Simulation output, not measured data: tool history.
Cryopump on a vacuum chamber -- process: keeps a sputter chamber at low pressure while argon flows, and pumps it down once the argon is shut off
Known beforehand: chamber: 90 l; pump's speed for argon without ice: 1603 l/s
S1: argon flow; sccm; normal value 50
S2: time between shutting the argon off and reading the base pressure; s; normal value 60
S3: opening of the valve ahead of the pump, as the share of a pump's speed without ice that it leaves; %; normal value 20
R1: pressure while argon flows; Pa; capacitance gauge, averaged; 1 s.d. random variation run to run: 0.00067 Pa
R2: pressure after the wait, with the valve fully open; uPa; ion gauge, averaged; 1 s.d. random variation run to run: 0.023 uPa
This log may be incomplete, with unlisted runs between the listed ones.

{"run": 1, "hour": 0.0, "S1": 50, "S2": 60, "S3": 20, "R1": 0.2657, "R2": 1.89}
{"run": 2, "hour": 27.9, "S1": 50, "S2": 60, "S3": 20, "R1": 0.266, "R2": 1.95}
{"run": 3, "hour": 59.4, "S1": 50, "S2": 60, "S3": 20, "R1": 0.2675, "R2": 1.91}
{"run": 4, "hour": 89.6, "S1": 50, "S2": 60, "S3": 20, "R1": 0.2654, "R2": 1.95}
{"run": 5, "hour": 120.5, "S1": 50, "S2": 60, "S3": 20, "R1": 0.267, "R2": 1.91}
{"run": 6, "hour": 149.8, "S1": 46, "S2": 60, "S3": 20, "R1": 0.246, "R2": 1.94}
{"run": 7, "hour": 187.1, "S1": 46, "S2": 60, "S3": 20, "R1": 0.2459, "R2": 2.03}
{"run": 8, "hour": 228.6, "S1": 46, "S2": 60, "S3": 20, "R1": 0.2461, "R2": 2.08}
{"run": 9, "hour": 256.9, "S1": 46, "S2": 60, "S3": 36, "R1": 0.139, "R2": 2.07}
{"run": 10, "hour": 289.4, "S1": 46, "S2": 60, "S3": 36, "R1": 0.1387, "R2": 2.12}
{"run": 11, "hour": 326.6, "S1": 28, "S2": 60, "S3": 36, "R1": 0.0848, "R2": 2.05}
{"run": 12, "hour": 373.5, "S1": 50, "S2": 60, "S3": 20, "R1": 0.2677, "R2": 2.19}
{"run": 13, "hour": 398.9, "S1": 50, "S2": 60, "S3": 20, "R1": 0.2679, "R2": 2.18}
{"run": 14, "hour": 432.8, "S1": 50, "S2": 60, "S3": 20, "R1": 0.2691, "R2": 2.33}
{"run": 15, "hour": 455.4, "S1": 50, "S2": 60, "S3": 20, "R1": 0.2694, "R2": 2.16}
{"run": 16, "hour": 500.6, "S1": 50, "S2": 32, "S3": 20, "R1": 0.2701, "R2": 2.88}
{"run": 17, "hour": 544.5, "S1": 50, "S2": 60, "S3": 20, "R1": 0.2692, "R2": 2.27}
{"run": 18, "hour": 586.6, "S1": 50, "S2": 60, "S3": 20, "R1": 0.2689, "R2": 2.38}
{"run": 19, "hour": 622.3, "S1": 36, "S2": 60, "S3": 44, "R1": 0.0899, "R2": 2.31}
{"hour": 639.8, "done": "leaking fittings of the chamber tightened, without venting"}
{"run": 20, "hour": 653.3, "S1": 77, "S2": 23, "S3": 53, "R1": 0.1629, "R2": 1.89}
{"run": 21, "hour": 686.1, "S1": 77, "S2": 23, "S3": 53, "R1": 0.1626, "R2": 1.88}
{"run": 22, "hour": 727.9, "S1": 83, "S2": 60, "S3": 49, "R1": 0.1899, "R2": 0.96}
{"run": 23, "hour": 758.5, "S1": 56, "S2": 48, "S3": 38, "R1": 0.1629, "R2": 1.09}
{"run": 24, "hour": 788.9, "S1": 30, "S2": 288, "S3": 38, "R1": 0.0872, "R2": 0.5}
{"run": 25, "hour": 831.6, "S1": 63, "S2": 288, "S3": 37, "R1": 0.1892, "R2": 0.54}
{"run": 26, "hour": 860.0, "S1": 40, "S2": 62, "S3": 28, "R1": 0.1556, "R2": 0.98}
{"run": 27, "hour": 884.2, "S1": 50, "S2": 35, "S3": 20, "R1": 0.2716, "R2": 1.51}
{"run": 28, "hour": 911.5, "S1": 33, "S2": 61, "S3": 20, "R1": 0.1794, "R2": 1.1}
{"run": 29, "hour": 942.9, "S1": 33, "S2": 61, "S3": 20, "R1": 0.1799, "R2": 1.11}
{"run": 30, "hour": 989.8, "S1": 48, "S2": 76, "S3": 20, "R1": 0.2603, "R2": 1.02}
{"run": 31, "hour": 1015.3, "S1": 48, "S2": 28, "S3": 20, "R1": 0.2604, "R2": 1.9}
{"run": 32, "hour": 1036.3, "S1": 50, "S2": 76, "S3": 20, "R1": 0.2703, "R2": 1.02}
{"run": 33, "hour": 1073.3, "S1": 98, "S2": 212, "S3": 42, "R1": 0.2624, "R2": 0.78}
{"hour": 1089.2, "done": "pump warmed up, emptied and cooled again"}
{"run": 34, "hour": 1108.2, "S1": 77, "S2": 60, "S3": 35, "R1": 0.233, "R2": 1.14}

Consider 3 possible next runs. They are alternatives, not a sequence: every one starts from the tool as it was left by run 34. What does each give?
{"run": "A", "hour": 1132.5, "S1": 51, "S2": 60, "S3": 31, "R1": "?", "R2": "?"}
{"run": "B", "hour": 1132.5, "S1": 28, "S2": 103, "S3": 20, "R1": "?", "R2": "?"}
{"run": "C", "hour": 1132.5, "S1": 48, "S2": 214, "S3": 60, "R1": "?", "R2": "?"}

run=A R1=0.1743 R2=1.19
run=B R1=0.1484 R2=0.92
run=C R1=0.0855 R2=0.73
What these runs would have given with no unlogged condition in the tool:
run=A R1=0.1733 R2=0.82
run=B R1=0.1479 R2=0.55
run=C R1=0.0845 R2=0.36
